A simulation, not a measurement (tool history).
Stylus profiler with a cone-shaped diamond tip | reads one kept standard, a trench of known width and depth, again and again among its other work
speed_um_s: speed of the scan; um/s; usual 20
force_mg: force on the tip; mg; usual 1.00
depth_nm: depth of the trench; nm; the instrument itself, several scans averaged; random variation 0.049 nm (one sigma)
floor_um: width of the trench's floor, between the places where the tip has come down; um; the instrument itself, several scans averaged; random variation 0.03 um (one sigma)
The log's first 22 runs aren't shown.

At hour 1026.8: height scale calibrated on a step standard, once more.
Run 23, hour 1069.0: usual settings but speed_um_s 14 um/s, force_mg 0.44 mg. Result: depth_nm 200.95 nm, floor_um 15.73 um.
Run 24, hour 1115.8: usual settings but speed_um_s 57 um/s, force_mg 0.39 mg. Result: depth_nm 200.89 nm, floor_um 15.49 um.
Run 25, hour 1183.1: usual settings but force_mg 0.87 mg. Result: depth_nm 201.51 nm, floor_um 15.74 um.
Run 26, hour 1240.2: usual settings but force_mg 0.87 mg. Result: depth_nm 201.50 nm, floor_um 15.70 um.
Run 27, hour 1310.4: usual settings but force_mg 0.87 mg. Result: depth_nm 201.58 nm, floor_um 15.65 um.
Run 28, hour 1359.3: usual settings but speed_um_s 58 um/s, force_mg 0.35 mg. Result: depth_nm 200.98 nm, floor_um 15.34 um.
Run 29, hour 1394.6: usual settings but speed_um_s 44 um/s, force_mg 0.35 mg. Result: depth_nm 200.93 nm, floor_um 15.45 um.
Run 30, hour 1432.5: usual settings but speed_um_s 26 um/s, force_mg 0.58 mg. Result: depth_nm 201.38 nm, floor_um 15.55 um.
Run 31, hour 1466.8: usual settings but speed_um_s 9 um/s, force_mg 1.12 mg. Result: depth_nm 202.00 nm, floor_um 15.65 um.
Run 32, hour 1516.6: usual settings but speed_um_s 68 um/s, force_mg 0.84 mg. Result: depth_nm 201.64 nm, floor_um 15.37 um.
Run 33, hour 1560.4: usual settings but speed_um_s 12 um/s, force_mg 1.69 mg. Result: depth_nm 202.48 nm, floor_um 15.60 um.
Run 34, hour 1631.9: usual settings but speed_um_s 9 um/s, force_mg 1.95 mg. Result: depth_nm 202.75 nm, floor_um 15.55 um.
Run 35, hour 1681.3: usual settings but speed_um_s 9 um/s, force_mg 1.95 mg. Result: depth_nm 202.78 nm, floor_um 15.60 um.
Run 36, hour 1744.7: usual settings but speed_um_s 5 um/s, force_mg 0.45 mg. Result: depth_nm 201.24 nm, floor_um 15.55 um.
Run 37, hour 1808.6: usual settings but speed_um_s 17 um/s, force_mg 0.38 mg. Result: depth_nm 201.05 nm, floor_um 15.46 um.
Run 38, hour 1872.5: usual settings but force_mg 0.51 mg. Result: depth_nm 201.32 nm, floor_um 15.34 um.

4 ways to go on from here, each from the tool as it stands after run 38. What would each give?
Run A, hour 1909.1: usual settings but speed_um_s 9 um/s, force_mg 0.99 mg. Result: depth_nm ?, floor_um ?.
Run B, hour 1909.1: usual settings but speed_um_s 15 um/s, force_mg 0.73 mg. Result: depth_nm ?, floor_um ?.
Run C, hour 1909.1: usual settings but speed_um_s 6 um/s. Result: depth_nm ?, floor_um ?.
Run D, hour 1909.1: usual settings but speed_um_s 9 um/s, force_mg 0.78 mg. Result: depth_nm ?, floor_um ?.

run  depth_nm  floor_um
  A    201.89     15.46
  B    201.60     15.43
  C    201.91     15.45
  D    201.70     15.45
Without the tool's hidden state the same runs would have given:
run  depth_nm  floor_um
  A    201.55     17.18
  B    201.26     17.15
  C    201.57     17.17
  D    201.36     17.17
